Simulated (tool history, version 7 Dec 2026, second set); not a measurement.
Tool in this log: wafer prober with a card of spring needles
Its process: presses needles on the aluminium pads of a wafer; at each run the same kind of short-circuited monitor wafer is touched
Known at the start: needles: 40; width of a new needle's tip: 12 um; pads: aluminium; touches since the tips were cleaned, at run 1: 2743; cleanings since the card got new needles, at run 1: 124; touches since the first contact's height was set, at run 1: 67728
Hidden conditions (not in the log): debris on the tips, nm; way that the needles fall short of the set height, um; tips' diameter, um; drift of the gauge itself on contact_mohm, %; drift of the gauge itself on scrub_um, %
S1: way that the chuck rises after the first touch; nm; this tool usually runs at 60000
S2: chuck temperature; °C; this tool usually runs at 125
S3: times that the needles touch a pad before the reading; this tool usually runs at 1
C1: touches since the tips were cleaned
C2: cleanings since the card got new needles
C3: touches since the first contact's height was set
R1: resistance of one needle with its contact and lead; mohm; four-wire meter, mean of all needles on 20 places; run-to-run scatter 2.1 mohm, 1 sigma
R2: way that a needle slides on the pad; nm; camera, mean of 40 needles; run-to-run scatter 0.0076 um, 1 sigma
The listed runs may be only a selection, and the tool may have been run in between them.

Run 1, day 0.000: usual settings; C1 2743; C2 124; C3 67728. Result: R1 364 mohm, R2 9332 nm.
At day 0.442: tips cleaned on abrasive film.
At day 1.221: tips cleaned on abrasive film.
Run 2, day 1.525: usual settings; C1 4133; C2 126; C3 88284. Result: R1 385 mohm, R2 9330 nm.
At day 1.992: tips cleaned on abrasive film.
At day 2.771: tips cleaned on abrasive film.
At day 3.525: tips cleaned on abrasive film.
Run 3, day 3.617: usual settings; C1 1283; C2 129; C3 116518. Result: R1 318 mohm, R2 9290 nm.
At day 3.942: height of the first contact set anew.
At day 4.254: tips cleaned on abrasive film.
At day 5.012: tips cleaned on abrasive film.
Run 4, day 5.042: usual settings but S2 57 °C; C1 382; C2 131; C3 14801. Result: R1 258 mohm, R2 9374 nm.
At day 5.662: tips cleaned on abrasive film.
At day 6.438: tips cleaned on abrasive film.
Run 5, day 6.458: usual settings but S2 53 °C; C1 244; C2 133; C3 33913. Result: R1 257 mohm, R2 9369 nm.
At day 7.079: tips cleaned on abrasive film.
At day 7.700: tips cleaned on abrasive film.
At day 8.479: tips cleaned on abrasive film.
At day 9.246: tips cleaned on abrasive film.
Run 6, day 9.275: usual settings; C1 371; C2 137; C3 71895. Result: R1 284 mohm, R2 9304 nm.
At day 9.892: tips cleaned on abrasive film.
At day 10.650: tips cleaned on abrasive film.
At day 11.417: tips cleaned on abrasive film.
Run 7, day 11.550: usual settings; C1 1799; C2 140; C3 102585. Result: R1 347 mohm, R2 9288 nm.
At day 12.150: tips cleaned on abrasive film.
At day 12.883: tips cleaned on abrasive film.
At day 12.896: height of the first contact set anew.
At day 13.629: tips cleaned on abrasive film.
At day 14.292: tips cleaned on abrasive film.
Run 8, day 14.292: usual settings; C1 0; C2 144; C3 18774. Result: R1 248 mohm, R2 9378 nm.
At day 15.042: tips cleaned on abrasive film.
At day 15.775: tips cleaned on abrasive film.
Run 9, day 16.333: usual settings but S3 2; C1 7561; C2 146; C3 46367. Result: R1 350 mohm, R2 9350 nm.
At day 16.492: tips cleaned on abrasive film.
At day 17.262: tips cleaned on abrasive film.
At day 18.042: tips cleaned on abrasive film.
Run 10, day 18.508: usual settings but S2 45 °C; C1 6370; C2 149; C3 75715. Result: R1 427 mohm, R2 9333 nm.
At day 18.667: tips cleaned on abrasive film.
At day 19.429: tips cleaned on abrasive film.
At day 20.200: tips cleaned on abrasive film.
At day 20.975: tips cleaned on abrasive film.
Run 11, day 21.317: usual settings but S2 45 °C; C1 4634; C2 153; C3 113577. Result: R1 427 mohm, R2 9302 nm.
At day 21.629: tips cleaned on abrasive film.
At day 21.800: height of the first contact set anew.
At day 22.412: tips cleaned on abrasive film.
Run 12, day 22.925: usual settings but S2 45 °C; C1 6990; C2 155; C3 15238. Result: R1 435 mohm, R2 9379 nm.
At day 23.083: tips cleaned on abrasive film.
At day 23.708: tips cleaned on abrasive film.
At day 24.462: tips cleaned on abrasive film.
Run 13, day 24.979: usual settings but S2 45 °C; C1 6998; C2 158; C3 42919. Result: R1 433 mohm, R2 9372 nm.
At day 25.138: tips cleaned on abrasive film.
At day 25.896: tips cleaned on abrasive film.
At day 26.517: tips cleaned on abrasive film.
At day 27.292: tips cleaned on abrasive film.
Run 14, day 27.688: usual settings but S2 45 °C; C1 5337; C2 162; C3 79413. Result: R1 426 mohm, R2 9328 nm.
At day 27.996: tips cleaned on abrasive film.
At day 28.733: tips cleaned on abrasive film.
At day 29.492: tips cleaned on abrasive film.
At day 30.162: tips cleaned on abrasive film.
Run 15, day 30.162: usual settings; C1 0; C2 166; C3 112729. Result: R1 261 mohm, R2 9284 nm.
At day 30.792: height of the first contact set anew.
At day 30.950: tips cleaned on abrasive film.
At day 31.721: tips cleaned on abrasive film.
Run 16, day 32.271: usual settings; C1 7473; C2 168; C3 19975. Result: R1 429 mohm, R2 9373 nm.
At day 32.429: tips cleaned on abrasive film.
At day 33.208: tips cleaned on abrasive film.
At day 33.983: tips cleaned on abrasive film.
At day 34.662: tips cleaned on abrasive film.
Run 17, day 34.662: usual settings but S1 80000 nm, S2 35 °C; C1 0; C2 172; C3 52156. Result: R1 229 mohm, R2 12461 nm.
At day 35.438: tips cleaned on abrasive film.
Run 18, day 36.008: usual settings but S1 73000 nm; C1 7767; C2 173; C3 70357. Result: R1 377 mohm, R2 11371 nm.
At day 36.167: tips cleaned on abrasive film.
At day 36.946: tips cleaned on abrasive film.
At day 37.721: tips cleaned on abrasive film.
At day 38.342: tips cleaned on abrasive film.
At day 39.096: tips cleaned on abrasive film.
Run 19, day 39.133: usual settings but S1 43000 nm, S3 2; C1 503; C2 178; C3 112468. Result: R1 311 mohm, R2 6622 nm.
At day 39.725: tips cleaned on abrasive film.
At day 39.738: height of the first contact set anew.
At day 40.492: tips cleaned on abrasive film.
Run 20, day 40.704: usual settings but S1 43000 nm, S3 2; C1 2923; C2 180; C3 13058. Result: R1 421 mohm, R2 6723 nm.
At day 41.175: tips cleaned on abrasive film.
At day 41.950: tips cleaned on abrasive film.
Run 21, day 42.425: usual settings but S1 43000 nm, S3 2; C1 6432; C2 182; C3 36260. Result: R1 465 mohm, R2 6707 nm.
At day 42.721: tips cleaned on abrasive film.
At day 43.496: tips cleaned on abrasive film.
At day 44.258: tips cleaned on abrasive film.
Run 22, day 44.258: usual settings but S1 43000 nm, S3 2; C1 0; C2 185; C3 60963. Result: R1 267 mohm, R2 6689 nm.

Run 23 has not been measured yet. What should we expect?
At day 45.038: tips cleaned on abrasive film.
At day 45.783: tips cleaned on abrasive film.
At day 46.438: tips cleaned on abrasive film.
Run 23, day 46.438: usual settings but S2 34 °C, S3 2; C1 0; C2 188; C3 90366. Result: R1 ?, R2 ?.

R1: 230 mohm
R2: 9304 nm
Had the tool carried no hidden state, the very same run would have given R1 214 mohm, R2 9392 nm.

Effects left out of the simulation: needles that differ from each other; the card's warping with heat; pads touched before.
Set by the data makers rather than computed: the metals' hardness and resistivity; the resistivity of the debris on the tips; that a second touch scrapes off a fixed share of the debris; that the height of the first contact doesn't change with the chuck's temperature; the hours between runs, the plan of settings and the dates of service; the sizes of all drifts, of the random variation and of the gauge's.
